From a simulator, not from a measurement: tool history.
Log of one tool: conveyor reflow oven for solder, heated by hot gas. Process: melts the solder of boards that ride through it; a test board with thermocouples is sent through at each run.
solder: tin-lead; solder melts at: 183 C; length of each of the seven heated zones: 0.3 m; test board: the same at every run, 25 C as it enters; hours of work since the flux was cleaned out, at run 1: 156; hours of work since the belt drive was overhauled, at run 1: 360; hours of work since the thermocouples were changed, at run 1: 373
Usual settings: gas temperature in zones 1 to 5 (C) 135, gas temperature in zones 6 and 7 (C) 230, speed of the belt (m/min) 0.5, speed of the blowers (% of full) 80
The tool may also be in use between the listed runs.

run,hour,gas temperature in zones 1 to 5 (C),gas temperature in zones 6 and 7 (C),speed of the belt (m/min),speed of the blowers (% of full),hours of work since the flux was cleaned out,hours of work since the belt drive was overhauled,hours of work since the thermocouples were changed,highest temperature of the board (C),time above the solder's melting point (s)
1,0,135,230,0.5,80,156,360,373,216.2,53.7
2,15.2,135,230,0.5,80,164,368,380,215.9,52.6
3,29.2,135,230,0.5,80,171,375,387,215.8,52.9
4,39.8,135,230,0.5,80,176,380,393,215.9,52.3
5,54.5,135,239,0.5,80,183,388,400,224.6,58.6
6,64.8,135,230,0.5,80,188,393,405,216.5,53
7,80.5,134,230,0.5,80,196,401,413,217.1,52.4
8,90.9,134,230,0.5,80,201,406,418,216.1,52.7
9,100.7,134,230,0.5,80,206,411,423,215.5,52.6
10,110.5,134,230,0.5,80,211,415,428,216.4,52.4
# hour 116.7: flux residue cleaned out of gas plates and filters
11,128.4,130,230,0.5,80,6,422,434,214.8,49.5
12,140.6,124,230,0.471,80,12,428,440,214.8,51.6
13,150.3,124,230,0.471,80,17,433,445,214.6,51.7
14,163.6,130,237,0.585,53,23,439,452,205.5,33.9
15,172.7,130,237,0.585,53,28,444,456,205.8,33.2
# hour 187.2: flux residue cleaned out of gas plates and filters, once more
16,188.6,135,230,0.461,66,1,449,462,216.2,58.6

The next listed run, before its measurement:
17,199.2,131,232,0.461,50,6,455,467,?,?

Run 17 gave highest temperature of the board (C) 213.6, time above the solder's melting point (s) 52.6.
Without the tool's hidden state the same run would have given highest temperature of the board (C) 213.1, time above the solder's melting point (s) 51.8.

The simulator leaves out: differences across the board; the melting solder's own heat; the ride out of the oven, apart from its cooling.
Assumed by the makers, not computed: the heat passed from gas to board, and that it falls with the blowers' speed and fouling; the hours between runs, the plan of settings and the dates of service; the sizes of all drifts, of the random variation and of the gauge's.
